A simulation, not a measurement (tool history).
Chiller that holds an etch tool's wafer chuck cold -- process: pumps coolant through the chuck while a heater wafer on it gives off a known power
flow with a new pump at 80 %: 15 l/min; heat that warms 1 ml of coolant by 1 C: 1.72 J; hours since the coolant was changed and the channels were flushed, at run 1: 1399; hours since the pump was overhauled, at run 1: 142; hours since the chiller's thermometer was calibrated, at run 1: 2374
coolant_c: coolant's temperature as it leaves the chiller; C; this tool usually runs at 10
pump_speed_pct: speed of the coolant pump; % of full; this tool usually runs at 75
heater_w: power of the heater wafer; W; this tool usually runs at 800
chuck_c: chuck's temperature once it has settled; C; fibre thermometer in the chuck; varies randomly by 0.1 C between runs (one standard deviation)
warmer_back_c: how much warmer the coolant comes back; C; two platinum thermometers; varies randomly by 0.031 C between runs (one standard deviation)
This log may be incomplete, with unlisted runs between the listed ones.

run	day	coolant_c	pump_speed_pct	heater_w	hours since the coolant was changed and the channels were flushed	hours since the pump was overhauled	hours since the chiller's thermometer was calibrated	chuck_c	warmer_back_c
1	0	10	75	800	1399	142	2374	17.9	2
2	1.108	10	75	800	1425	169	2401	18	1.93
3	2.117	10	79	800	1449	193	2425	17.5	1.84
4	2.675	10	79	800	1463	207	2439	17.6	1.8
5	3.692	10	79	800	1487	231	2463	17.5	1.88
6	4.783	10	75	800	1513	257	2489	18	1.94
7	6.008	10	75	800	1543	287	2519	18.1	1.93
8	6.879	10	75	800	1564	308	2540	17.9	1.92
9	7.604	10	75	800	1581	325	2557	17.8	1.9
10	8.754	2	75	550	1609	353	2584	7.5	1.26
11	9.504	8	77	1058	1627	371	2603	18.2	2.53
12	10.196	10	63	800	1643	387	2619	19.2	2.26
13	11.417	17	74	416	1673	416	2648	21.1	0.93
14	12.108	17	62	682	1689	433	2665	25.1	1.96
15	13.067	17	62	682	1712	456	2688	24.9	2.03
16	13.583	17	62	682	1725	468	2700	25	1.88
17	14.342	10	60	800	1743	487	2719	19.8	2.37
18	15.117	6	74	721	1761	505	2737	13.3	1.66

4 options for the next run, each taken on its own from the tool as it stands now. Forecast them:
A	16.233	10	83	800	1788	532	2764	?	?
B	16.233	1	62	1001	1788	532	2764	?	?
C	16.233	6	74	602	1788	532	2764	?	?
D	16.233	10	84	800	1788	532	2764	?	?

run	chuck_c	warmer_back_c
A	17.3	1.57
B	12.7	2.85
C	12.2	1.28
D	17.2	1.52
With the hidden condition removed and each run's random variation left untouched, the same runs would have given:
run	chuck_c	warmer_back_c
A	17.3	1.79
B	12.7	3.07
C	12.2	1.49
D	17.2	1.74

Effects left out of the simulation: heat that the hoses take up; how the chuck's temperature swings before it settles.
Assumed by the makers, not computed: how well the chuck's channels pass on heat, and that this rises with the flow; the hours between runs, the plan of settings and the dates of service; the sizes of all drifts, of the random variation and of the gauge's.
